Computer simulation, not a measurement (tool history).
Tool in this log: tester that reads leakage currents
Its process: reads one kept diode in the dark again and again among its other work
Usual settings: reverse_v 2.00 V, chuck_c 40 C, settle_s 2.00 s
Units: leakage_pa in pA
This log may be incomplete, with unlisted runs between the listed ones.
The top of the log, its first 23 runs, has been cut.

| run | day | reverse_v | chuck_c | settle_s | leakage_pa |
|---|---|---|---|---|---|
| 24 | 67.179 | 9.76 | 23 | 9.38 | 242.52 |
| 25 | 70.308 | 4.36 | 45 | 2.00 | 1166.29 |
| 26 | 73.725 | 2.00 | 59 | 2.00 | 2390.13 |
|  | 74.196 | tester calibrated |
| 27 | 77.279 | 2.00 | 59 | 2.00 | 2408.69 |
| 28 | 79.142 | 4.47 | 31 | 0.68 | 342.86 |
| 29 | 81.671 | 1.75 | 30 | 7.15 | 186.61 |
| 30 | 83.700 | 1.44 | 25 | 1.39 | 103.97 |
| 31 | 85.717 | 8.69 | 34 | 1.16 | 659.66 |
| 32 | 87.804 | 8.69 | 34 | 1.16 | 656.45 |
| 33 | 89.667 | 4.24 | 34 | 4.09 | 441.81 |
| 34 | 91.433 | 2.00 | 48 | 2.00 | 995.44 |
| 35 | 95.371 | 1.05 | 48 | 2.00 | 698.15 |
|  | 98.588 | tester calibrated, once more |
| 36 | 99.421 | 4.10 | 25 | 2.00 | 184.74 |
| 37 | 101.742 | 2.64 | 48 | 9.54 | 1146.02 |
| 38 | 103.638 | 12.16 | 52 | 9.54 | 3734.58 |
| 39 | 105.425 | 3.52 | 45 | 0.89 | 1049.79 |

Forecast each of these 5 alternatives for the next run:
| A | 109.429 | 18.71 | 23 | 1.50 | ? |
| B | 109.429 | 3.52 | 32 | 1.61 | ? |
| C | 109.429 | 3.33 | 44 | 0.30 | ? |
| D | 109.429 | 1.68 | 25 | 0.61 | ? |
| E | 109.429 | 1.21 | 40 | 2.00 | ? |

| run | leakage_pa |
|---|---|
| A | 360.22 |
| B | 331.45 |
| C | 939.08 |
| D | 113.51 |
| E | 376.44 |
With no hidden state in the tool, these same runs would have given:
| run | leakage_pa |
|---|---|
| A | 337.96 |
| B | 314.93 |
| C | 897.01 |
| D | 107.53 |
| E | 359.15 |
